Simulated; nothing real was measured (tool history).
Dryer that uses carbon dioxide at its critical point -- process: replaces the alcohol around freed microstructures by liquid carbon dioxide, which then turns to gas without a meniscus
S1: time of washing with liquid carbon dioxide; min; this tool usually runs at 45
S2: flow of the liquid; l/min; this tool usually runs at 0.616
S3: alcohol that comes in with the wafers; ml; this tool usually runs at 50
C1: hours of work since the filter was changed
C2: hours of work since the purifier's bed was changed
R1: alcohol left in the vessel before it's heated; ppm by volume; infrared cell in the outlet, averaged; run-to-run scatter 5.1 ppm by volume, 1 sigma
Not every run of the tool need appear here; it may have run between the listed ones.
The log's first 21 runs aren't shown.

run	hour	S1	S2	S3	C1	C2	R1
22	860.4	37	0.616	50	146	227	198
23	898.2	37	0.616	50	165	246	228
24	933.1	56	0.616	28	183	263	79
25	988.5	54	0.707	116	211	291	100
# hour 1000: inlet filter changed
26	1027.7	54	0.707	116	14	310	87
27	1059.3	54	0.707	116	30	326	88
28	1083.2	35	0.763	50	42	338	147
29	1131.9	27	0.763	30	66	363	225
30	1156.4	27	0.552	26	79	375	450
31	1211.4	45	0.843	25	106	403	90

Branching from run 31: 4 alternative next runs. What would each branch give?
A	1252.6	36	0.566	25	127	424	?
B	1252.6	54	0.691	79	127	424	?
C	1252.6	47	0.616	50	127	424	?
D	1252.6	41	0.81	25	127	424	?

run	R1
A	214
B	111
C	141
D	92
Take away the tool's hidden state, keep each run's random variation, and the runs would have read:
run	R1
A	111
B	20
C	46
D	4

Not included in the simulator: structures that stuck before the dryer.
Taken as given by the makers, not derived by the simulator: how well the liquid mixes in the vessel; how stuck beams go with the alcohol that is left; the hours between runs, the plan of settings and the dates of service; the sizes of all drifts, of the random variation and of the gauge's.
